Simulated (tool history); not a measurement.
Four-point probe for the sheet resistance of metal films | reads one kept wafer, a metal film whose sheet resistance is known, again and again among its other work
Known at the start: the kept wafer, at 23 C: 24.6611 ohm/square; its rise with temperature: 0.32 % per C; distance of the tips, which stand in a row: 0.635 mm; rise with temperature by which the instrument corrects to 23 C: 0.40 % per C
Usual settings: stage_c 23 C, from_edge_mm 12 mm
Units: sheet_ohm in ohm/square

run    hour  stage_c  from_edge_mm  sheet_ohm
  1       0       23            12   24.74812
  2    67.1       26            12  24.683534
  3   105.9       21            12  24.796046
  4   153.4       21            12    24.7973
  5   225.4       18            12  24.860144
  6   303.7       18            12  24.873792
  7   367.8       23            12  24.769557
  8   417.2       23            12  24.769692
  9   457.7       28            12  24.681526
 10   532.8       28            12  24.672966
      575.3  -- stage's thermometer calibrated
 11   575.3       28            12  24.645708
 12   659.1       28            12  24.651852
 13   722.7       23            12  24.759949
 14   797.5       20            12  24.823927
 15   865.2       20            12  24.823345
 16   934.1       23             6  24.881056
 17  1024.3       24             3  25.293531
 18    1064       24            35  24.713321
 19    1128       30            52   24.60264
 20  1170.6       30            52  24.613115
 21  1247.1       23            13  24.780889
 22  1331.6       23            13  24.784531
 23  1405.4       22            12  24.808951
 24  1465.1       18            54  24.865139
 25  1506.5       18            15  24.886168
 26  1557.5       29            15  24.672446

Forecast each of these 3 alternatives for the next run:
  A  1615.9       33            21          ?
  B  1615.9       31             4          ?
  C  1615.9       23            41          ?

run  sheet_ohm
  A  24.592031
  B  24.950673
  C  24.766345
Without the tool's hidden state the same runs would have given:
run  sheet_ohm
  A  24.483679
  B  24.840729
  C  24.656685

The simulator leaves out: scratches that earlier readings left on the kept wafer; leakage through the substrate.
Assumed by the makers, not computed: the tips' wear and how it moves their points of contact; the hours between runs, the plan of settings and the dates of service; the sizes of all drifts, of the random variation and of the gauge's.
